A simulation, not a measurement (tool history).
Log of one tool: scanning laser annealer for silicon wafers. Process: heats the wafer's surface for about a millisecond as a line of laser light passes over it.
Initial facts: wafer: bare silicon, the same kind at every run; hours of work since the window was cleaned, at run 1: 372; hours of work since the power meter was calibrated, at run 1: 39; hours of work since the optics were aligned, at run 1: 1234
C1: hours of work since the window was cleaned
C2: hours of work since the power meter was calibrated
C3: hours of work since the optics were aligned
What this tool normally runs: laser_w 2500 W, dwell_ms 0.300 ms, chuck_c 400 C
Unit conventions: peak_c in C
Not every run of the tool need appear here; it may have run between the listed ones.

Run 1, day 0.000: usual settings; C1 372; C2 39; C3 1234. Result: peak_c 1184 C.
Run 2, day 0.404: usual settings; C1 379; C2 46; C3 1241. Result: peak_c 1189 C.
Run 3, day 0.808: usual settings; C1 386; C2 53; C3 1248. Result: peak_c 1188 C.
Run 4, day 1.292: usual settings; C1 394; C2 61; C3 1256. Result: peak_c 1185 C.
Run 5, day 1.912: usual settings; C1 405; C2 72; C3 1267. Result: peak_c 1183 C.
Run 6, day 2.588: usual settings; C1 417; C2 84; C3 1279. Result: peak_c 1184 C.
Run 7, day 3.238: usual settings but chuck_c 381 C; C1 428; C2 95; C3 1290. Result: peak_c 1168 C.
Run 8, day 3.529: usual settings; C1 433; C2 100; C3 1295. Result: peak_c 1183 C.
Run 9, day 3.867: usual settings; C1 439; C2 106; C3 1301. Result: peak_c 1185 C.
Run 10, day 4.308: usual settings; C1 446; C2 113; C3 1308. Result: peak_c 1185 C.
Run 11, day 4.758: usual settings but dwell_ms 0.250 ms, chuck_c 425 C; C1 454; C2 121; C3 1316. Result: peak_c 1142 C.
At day 5.092: window over the wafer cleaned.
Run 12, day 5.408: usual settings but dwell_ms 0.250 ms, chuck_c 425 C; C1 5; C2 131; C3 1326. Result: peak_c 1144 C.
Run 13, day 5.833: usual settings but laser_w 2217 W, dwell_ms 0.327 ms, chuck_c 369 C; C1 13; C2 138; C3 1333. Result: peak_c 1105 C.
Run 14, day 6.129: usual settings but laser_w 2559 W, dwell_ms 0.323 ms, chuck_c 410 C; C1 18; C2 143; C3 1338. Result: peak_c 1248 C.
Run 15, day 6.408: usual settings but laser_w 2229 W, dwell_ms 0.234 ms, chuck_c 415 C; C1 23; C2 148; C3 1343. Result: peak_c 1044 C.
Run 16, day 6.942: usual settings but laser_w 2130 W, chuck_c 413 C; C1 32; C2 157; C3 1352. Result: peak_c 1093 C.
Run 17, day 7.379: usual settings but laser_w 2610 W, dwell_ms 0.246 ms, chuck_c 407 C; C1 39; C2 164; C3 1359. Result: peak_c 1148 C.
Run 18, day 7.979: usual settings but laser_w 2502 W, dwell_ms 0.238 ms, chuck_c 427 C; C1 50; C2 175; C3 1370. Result: peak_c 1127 C.
Run 19, day 8.258: usual settings but laser_w 2280 W, dwell_ms 0.233 ms; C1 54; C2 179; C3 1374. Result: peak_c 1034 C.

Branching from run 19: 5 alternative next runs. What would each branch give?
Run A, day 8.771: usual settings but laser_w 2216 W, dwell_ms 0.284 ms; C1 63; C2 188; C3 1383. Result: peak_c ?.
Run B, day 8.771: usual settings but laser_w 2719 W, dwell_ms 0.224 ms, chuck_c 398 C; C1 63; C2 188; C3 1383. Result: peak_c ?.
Run C, day 8.771: usual settings but laser_w 2672 W, dwell_ms 0.309 ms; C1 63; C2 188; C3 1383. Result: peak_c ?.
Run D, day 8.771: usual settings but laser_w 2150 W, dwell_ms 0.304 ms, chuck_c 382 C; C1 63; C2 188; C3 1383. Result: peak_c ?.
Run E, day 8.771: usual settings but dwell_ms 0.234 ms; C1 63; C2 188; C3 1383. Result: peak_c ?.

run  peak_c
  A    1085
  B    1125
  C    1245
  D    1073
  E    1095
Stripped of hidden state, with their random variation kept, the same runs would have yielded:
run  peak_c
  A    1086
  B    1125
  C    1246
  D    1074
  E    1095

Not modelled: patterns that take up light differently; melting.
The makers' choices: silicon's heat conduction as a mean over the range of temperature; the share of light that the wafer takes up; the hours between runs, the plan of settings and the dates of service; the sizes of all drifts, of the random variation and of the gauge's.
